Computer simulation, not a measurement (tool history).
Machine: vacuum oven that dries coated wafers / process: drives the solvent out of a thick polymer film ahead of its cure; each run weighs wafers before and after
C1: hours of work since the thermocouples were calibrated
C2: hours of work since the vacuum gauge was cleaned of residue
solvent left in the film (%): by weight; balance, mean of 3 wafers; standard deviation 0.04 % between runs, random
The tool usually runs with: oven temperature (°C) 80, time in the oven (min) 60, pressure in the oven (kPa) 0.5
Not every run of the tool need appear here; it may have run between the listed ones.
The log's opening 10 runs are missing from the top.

Run 11, hour 370.9: usual settings but time in the oven (min) 67; C1 996; C2 269. Result: solvent left in the film (%) 0.48.
Run 12, hour 424.4: usual settings but time in the oven (min) 93; C1 1036; C2 308. Result: solvent left in the film (%) 0.2.
Run 13, hour 464.3: usual settings but time in the oven (min) 93; C1 1065; C2 338. Result: solvent left in the film (%) 0.24.
Run 14, hour 494.6: usual settings but time in the oven (min) 93; C1 1088; C2 360. Result: solvent left in the film (%) 0.29.
Run 15, hour 545.7: usual settings but time in the oven (min) 73; C1 1126; C2 398. Result: solvent left in the film (%) 0.36.
Run 16, hour 570.2: usual settings but time in the oven (min) 73; C1 1144; C2 416. Result: solvent left in the film (%) 0.42.
Run 17, hour 600.1: usual settings; C1 1166; C2 439. Result: solvent left in the film (%) 0.63.
Run 18, hour 650.7: usual settings; C1 1203; C2 476. Result: solvent left in the film (%) 0.58.
Run 19, hour 680: usual settings but oven temperature (°C) 94; C1 1225; C2 498. Result: solvent left in the film (%) 0.19.
Run 20, hour 702.7: usual settings but oven temperature (°C) 89; C1 1242; C2 515. Result: solvent left in the film (%) 0.16.
Run 21, hour 755.5: usual settings but oven temperature (°C) 89; C1 1281; C2 554. Result: solvent left in the film (%) 0.19.
Run 22, hour 791: usual settings but oven temperature (°C) 89, pressure in the oven (kPa) 1.541; C1 1307; C2 580. Result: solvent left in the film (%) 0.38.
Run 23, hour 828.6: usual settings but time in the oven (min) 36; C1 1335; C2 608. Result: solvent left in the film (%) 1.8.
Run 24, hour 883: usual settings but time in the oven (min) 36; C1 1376; C2 648. Result: solvent left in the film (%) 1.82.
Run 25, hour 928.9: usual settings but time in the oven (min) 36; C1 1410; C2 682. Result: solvent left in the film (%) 1.79.
At hour 955.7: oven's thermocouples calibrated.
Run 26, hour 962.9: usual settings but time in the oven (min) 36; C1 5; C2 706. Result: solvent left in the film (%) 1.41.
Run 27, hour 1014.5: usual settings but time in the oven (min) 35, pressure in the oven (kPa) 0.449; C1 44; C2 744. Result: solvent left in the film (%) 1.44.

Run 28 comes next. What will it give?
Run 28, hour 1066.7: usual settings but oven temperature (°C) 75, time in the oven (min) 43; C1 82; C2 783. Result: solvent left in the film (%) ?.

{"run 28": {"solvent left in the film (%)": 1.8}}
If the tool had no hidden condition, the same run with the same run-to-run variation would have returned solvent left in the film (%) 2.98.
